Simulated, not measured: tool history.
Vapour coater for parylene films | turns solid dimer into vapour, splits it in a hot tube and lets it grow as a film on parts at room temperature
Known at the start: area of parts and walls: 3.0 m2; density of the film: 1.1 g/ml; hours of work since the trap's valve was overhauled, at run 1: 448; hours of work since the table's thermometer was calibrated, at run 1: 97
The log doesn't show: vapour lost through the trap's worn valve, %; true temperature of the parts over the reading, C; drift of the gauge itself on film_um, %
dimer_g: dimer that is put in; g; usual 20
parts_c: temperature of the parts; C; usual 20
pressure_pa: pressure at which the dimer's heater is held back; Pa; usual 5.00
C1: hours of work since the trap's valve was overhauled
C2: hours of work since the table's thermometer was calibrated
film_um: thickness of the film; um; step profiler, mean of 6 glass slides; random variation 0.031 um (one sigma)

Run 1, hour 0.0: usual settings; C1 448; C2 97. Result: film_um 2.69 um.
Run 2, hour 45.6: usual settings; C1 484; C2 133. Result: film_um 2.70 um.
Run 3, hour 87.0: usual settings but parts_c 16 C; C1 517; C2 166. Result: film_um 2.90 um.
Run 4, hour 113.4: usual settings but parts_c 16 C, pressure_pa 11.74 Pa; C1 537; C2 186. Result: film_um 2.60 um.
Run 5, hour 139.9: usual settings but parts_c 30 C; C1 558; C2 207. Result: film_um 2.00 um.
Run 6, hour 177.6: usual settings but parts_c 30 C; C1 588; C2 237. Result: film_um 1.98 um.
At hour 187.4: trap's valve overhauled.
Run 7, hour 229.6: usual settings; C1 33; C2 274. Result: film_um 2.99 um.
Run 8, hour 251.4: usual settings but pressure_pa 2.48 Pa; C1 50; C2 292. Result: film_um 3.29 um.
Run 9, hour 279.1: usual settings but pressure_pa 2.48 Pa; C1 72; C2 313. Result: film_um 3.26 um.
Run 10, hour 304.8: usual settings but pressure_pa 2.48 Pa; C1 92; C2 334. Result: film_um 3.26 um.
Run 11, hour 329.7: usual settings but pressure_pa 2.48 Pa; C1 112; C2 353. Result: film_um 3.27 um.
Run 12, hour 366.7: usual settings but pressure_pa 2.48 Pa; C1 141; C2 382. Result: film_um 3.27 um.
Run 13, hour 401.9: usual settings but dimer_g 21 g; C1 168; C2 410. Result: film_um 3.02 um.
Run 14, hour 437.0: usual settings but dimer_g 21 g; C1 196; C2 437. Result: film_um 2.96 um.
Run 15, hour 474.7: usual settings but dimer_g 21 g; C1 226; C2 467. Result: film_um 2.96 um.
Run 16, hour 515.0: usual settings but dimer_g 21 g; C1 257; C2 498. Result: film_um 2.96 um.
Run 17, hour 545.6: usual settings but dimer_g 21 g; C1 281; C2 522. Result: film_um 2.95 um.
Run 18, hour 574.7: usual settings but dimer_g 21 g; C1 304; C2 545. Result: film_um 2.95 um.
Run 19, hour 620.0: usual settings but pressure_pa 10.61 Pa; C1 340; C2 581. Result: film_um 2.45 um.
Run 20, hour 663.1: usual settings; C1 373; C2 615. Result: film_um 2.74 um.
Run 21, hour 715.3: usual settings but dimer_g 10 g; C1 414; C2 656. Result: film_um 1.32 um.
Run 22, hour 745.5: usual settings but dimer_g 10 g; C1 438; C2 679. Result: film_um 1.38 um.
Run 23, hour 785.9: usual settings but dimer_g 10 g; C1 470; C2 711. Result: film_um 1.34 um.
Run 24, hour 835.4: usual settings but dimer_g 10 g, pressure_pa 5.71 Pa; C1 509; C2 750. Result: film_um 1.34 um.
Run 25, hour 888.1: usual settings but dimer_g 10 g, parts_c 16 C, pressure_pa 3.16 Pa; C1 550; C2 791. Result: film_um 1.55 um.
Run 26, hour 938.4: usual settings but dimer_g 9 g, parts_c 31 C, pressure_pa 3.16 Pa; C1 590; C2 831. Result: film_um 0.92 um.
At hour 946.5: trap's valve overhauled.
Run 27, hour 989.1: usual settings but dimer_g 27 g, parts_c 31 C, pressure_pa 10.50 Pa; C1 33; C2 868. Result: film_um 2.71 um.
Run 28, hour 1033.9: usual settings but dimer_g 24 g, parts_c 16 C, pressure_pa 6.07 Pa; C1 69; C2 903. Result: film_um 3.93 um.
Run 29, hour 1074.6: usual settings but dimer_g 24 g, parts_c 16 C, pressure_pa 6.07 Pa; C1 101; C2 935. Result: film_um 3.84 um.
Run 30, hour 1123.6: usual settings but dimer_g 15 g, parts_c 19 C, pressure_pa 3.42 Pa; C1 139; C2 973. Result: film_um 2.45 um.
Run 31, hour 1166.5: usual settings but dimer_g 15 g, parts_c 14 C, pressure_pa 2.94 Pa; C1 173; C2 1007. Result: film_um 2.83 um.
Run 32, hour 1206.5: usual settings but dimer_g 11 g, parts_c 14 C, pressure_pa 8.43 Pa; C1 204; C2 1038. Result: film_um 1.73 um.
Run 33, hour 1250.8: usual settings but dimer_g 11 g, parts_c 14 C, pressure_pa 8.43 Pa; C1 239; C2 1073. Result: film_um 1.75 um.
Run 34, hour 1292.2: usual settings but dimer_g 30 g, parts_c 13 C, pressure_pa 2.05 Pa; C1 271; C2 1105. Result: film_um 6.04 um.
Run 35, hour 1341.8: usual settings but dimer_g 30 g, parts_c 13 C, pressure_pa 2.05 Pa; C1 310; C2 1144. Result: film_um 5.98 um.
Run 36, hour 1387.7: usual settings but dimer_g 30 g, parts_c 13 C, pressure_pa 2.05 Pa; C1 346; C2 1180. Result: film_um 6.02 um.
Run 37, hour 1409.1: usual settings but dimer_g 30 g, parts_c 13 C, pressure_pa 2.05 Pa; C1 363; C2 1197. Result: film_um 5.86 um.
Run 38, hour 1460.9: usual settings but pressure_pa 3.22 Pa; C1 404; C2 1238. Result: film_um 3.03 um.
Run 39, hour 1503.9: usual settings but pressure_pa 11.31 Pa; C1 438; C2 1272. Result: film_um 2.48 um.
Run 40, hour 1555.2: usual settings but dimer_g 32 g, parts_c 13 C, pressure_pa 3.70 Pa; C1 478; C2 1312. Result: film_um 5.54 um.
Run 41, hour 1593.6: usual settings but dimer_g 29 g, parts_c 26 C, pressure_pa 6.11 Pa; C1 508; C2 1342. Result: film_um 3.22 um.
At hour 1638.2: table's thermometer calibrated.
Run 42, hour 1644.7: usual settings but dimer_g 29 g, parts_c 26 C, pressure_pa 6.11 Pa; C1 547; C2 5. Result: film_um 3.09 um.
Run 43, hour 1680.4: usual settings but dimer_g 29 g, parts_c 26 C, pressure_pa 6.11 Pa; C1 575; C2 33. Result: film_um 3.05 um.
At hour 1708.1: trap's valve overhauled.
Run 44, hour 1736.7: usual settings but dimer_g 17 g, parts_c 26 C, pressure_pa 2.09 Pa; C1 22; C2 74. Result: film_um 2.43 um.
Run 45, hour 1772.7: usual settings but dimer_g 8 g, parts_c 26 C, pressure_pa 2.09 Pa; C1 51; C2 102. Result: film_um 1.14 um.
Run 46, hour 1807.3: usual settings but dimer_g 13 g, parts_c 24 C, pressure_pa 10.39 Pa; C1 78; C2 130. Result: film_um 1.49 um.

The same runs without the tool's hidden state, with the same run-to-run variation:
run  film_um
  1     2.99
  2     3.02
  3     3.27
  4     2.95
  5     2.28
  6     2.28
  7     3.01
  8     3.32
  9     3.31
 10     3.32
 11     3.35
 12     3.36
 13     3.12
 14     3.08
 15     3.11
 16     3.13
 17     3.13
 18     3.15
 19     2.64
 20     2.97
 21     1.45
 22     1.52
 23     1.49
 24     1.49
 25     1.76
 26     1.05
 27     2.66
 28     3.89
 29     3.82
 30     2.46
 31     2.87
 32     1.76
 33     1.80
 34     6.24
 35     6.23
 36     6.32
 37     6.18
 38     3.23
 39     2.66
 40     6.01
 41     3.52
 42     3.56
 43     3.55
 44     2.45
 45     1.15
 46     1.51
